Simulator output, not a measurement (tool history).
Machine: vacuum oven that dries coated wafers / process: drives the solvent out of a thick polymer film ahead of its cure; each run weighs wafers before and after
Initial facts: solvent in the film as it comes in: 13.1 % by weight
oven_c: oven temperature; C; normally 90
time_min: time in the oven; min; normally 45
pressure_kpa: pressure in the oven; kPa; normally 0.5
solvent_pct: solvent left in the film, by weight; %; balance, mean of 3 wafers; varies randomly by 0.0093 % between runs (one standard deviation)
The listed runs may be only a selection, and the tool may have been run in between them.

run,hour,oven_c,time_min,pressure_kpa,solvent_pct
1,0,90,45,0.5,1.317
2,24.8,90,53,0.5,0.963
3,67.9,90,73,0.5,0.461
4,114.1,90,73,0.5,0.465
5,157,90,73,0.5,0.462
6,186.6,90,73,0.5,0.465
7,237.5,90,73,0.5,0.459
8,279.4,93,45,0.5,0.844
9,315.9,93,45,0.5,0.845
10,344.1,90,22,0.5,3.697
11,368.5,90,22,0.451,3.66
12,405.3,90,22,0.451,3.685
13,436.2,90,22,0.451,3.658
14,487.3,90,45,0.5,1.294
15,531.5,90,45,0.5,1.276
16,585.5,90,45,0.5,1.283
17,613.1,90,45,0.5,1.284
# hour 634.7: oven's thermocouples calibrated
18,642.5,90,24,0.951,3.941
19,686.8,94,24,0.5,2.768
20,722.5,94,24,0.5,2.756
21,751,94,24,0.5,2.77
22,780.2,94,24,0.5,2.756
23,809.2,94,24,0.5,2.748
24,835.4,90,45,0.373,1.581
25,880.6,90,45,0.373,1.579
26,920.7,95,28,0.824,2.052
27,973.1,92,46,1.249,1.376
28,1006.8,92,46,1.249,1.364
29,1032.2,80,45,0.5,4.152
30,1066.2,99,28,0.473,1.21

Alternative continuations, all from the tool just after run 30; predict every row:
A,1100.9,90,25,1.151,?
B,1100.9,104,46,0.473,?
C,1100.9,90,70,0.93,?

run,solvent_pct
A,3.743
B,0.188
C,0.789
With the hidden condition removed and each run's random variation left untouched, the same runs would have given:
run,solvent_pct
A,3.72
B,0.149
C,0.733
